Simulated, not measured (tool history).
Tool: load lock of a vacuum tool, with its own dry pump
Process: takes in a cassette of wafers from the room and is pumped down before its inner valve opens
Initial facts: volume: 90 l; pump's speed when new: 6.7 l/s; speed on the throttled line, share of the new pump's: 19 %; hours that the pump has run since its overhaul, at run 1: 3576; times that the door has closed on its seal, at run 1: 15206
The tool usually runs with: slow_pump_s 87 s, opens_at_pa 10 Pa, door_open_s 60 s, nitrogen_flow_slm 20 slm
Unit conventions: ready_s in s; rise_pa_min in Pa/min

run	hour	slow_pump_s	opens_at_pa	door_open_s	nitrogen_flow_slm	hours that the pump has run since its overhaul	times that the door has closed on its seal	incoming humidity of the room's air, %	ready_s	rise_pa_min
1	0	87	10	60	20	3576	15206	45.5	203.2	0.101
2	66.1	75	10	60	20	3642	15444	47.7	193.3	0.107
3	158.9	75	10	60	20	3735	15778	44	192.3	0.099
4	267.3	87	10	60	10	3843	16168	42.9	203.1	0.112
5	343.5	87	10	60	20	3920	16443	45.1	205.4	0.109
6	477.9	67	10	60	20	4054	16927	48.4	187.9	0.119
7	542.6	67	10	60	20	4119	17160	49.8	188.5	0.119
8	625.3	87	10	63	20	4201	17457	42.6	201.5	0.12
9	766.9	87	10	60	20	4343	17967	45.8	203	0.127
10	878	87	10	60	20	4454	18367	44.1	205.2	0.126
11	984.9	87	10	60	20	4561	18752	44.2	206.5	0.126

Run 12 is up next; what results do you expect?
12	1121.1	87	10	60	20	4697	19242	49.1	?	?

{"run 12": {"ready_s": 206, "rise_pa_min": 0.136}}
Had the tool carried no hidden state, the very same run would have given ready_s 195 s, rise_pa_min 0.033 Pa/min.
